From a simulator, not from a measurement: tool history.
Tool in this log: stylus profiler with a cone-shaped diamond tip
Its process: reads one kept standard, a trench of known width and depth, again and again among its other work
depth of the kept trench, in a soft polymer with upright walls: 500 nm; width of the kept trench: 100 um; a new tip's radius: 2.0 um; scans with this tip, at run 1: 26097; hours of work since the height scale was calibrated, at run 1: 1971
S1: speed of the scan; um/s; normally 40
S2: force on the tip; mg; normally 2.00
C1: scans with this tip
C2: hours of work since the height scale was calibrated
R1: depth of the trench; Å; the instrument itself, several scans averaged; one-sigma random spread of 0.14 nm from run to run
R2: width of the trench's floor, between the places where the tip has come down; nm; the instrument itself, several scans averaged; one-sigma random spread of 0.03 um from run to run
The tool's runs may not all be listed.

run,hour,S1,S2,C1,C2,R1,R2
1,0.0,40,2.00,26097,1971,5043.1,97140
2,69.8,40,2.00,26662,2014,5039.6,97130
3,148.6,40,2.00,27299,2062,5039.8,97070
4,198.5,40,2.00,27703,2092,5039.9,97090
# hour 271.1: new tip fitted, height scale calibrated
5,285.3,40,1.02,115,9,5025.0,97000
6,357.2,40,1.02,696,53,5025.7,97040
7,456.3,40,2.00,1497,113,5039.1,97150
8,530.8,40,1.50,2100,159,5034.8,97070
9,602.9,40,2.00,2683,203,5040.0,97150
10,657.0,45,2.70,3121,236,5050.3,97140
11,720.9,45,2.70,3638,275,5046.7,97160
12,767.7,40,2.32,4016,303,5042.0,97060
13,812.5,48,3.04,4378,331,5054.1,97150
14,892.4,68,4.37,5024,380,5069.2,97140
15,971.3,68,4.37,5662,428,5067.7,97130
16,1046.0,116,1.77,6266,473,5037.8,96650
17,1144.9,43,5.59,7066,534,5081.3,97170

Here are 4 independent what-if runs from the current tool condition. What would each one return?
A,1230.9,38,1.15,7762,586,?,?
B,1230.9,43,1.50,7762,586,?,?
C,1230.9,29,1.25,7762,586,?,?
D,1230.9,40,1.09,7762,586,?,?

run,R1,R2
A,5029.3,97080
B,5033.0,97070
C,5028.3,97150
D,5029.5,97050
Take away the tool's hidden state, keep each run's random variation, and the runs would have read:
run,R1,R2
A,5029.3,97080
B,5032.9,97070
C,5028.2,97150
D,5029.4,97050
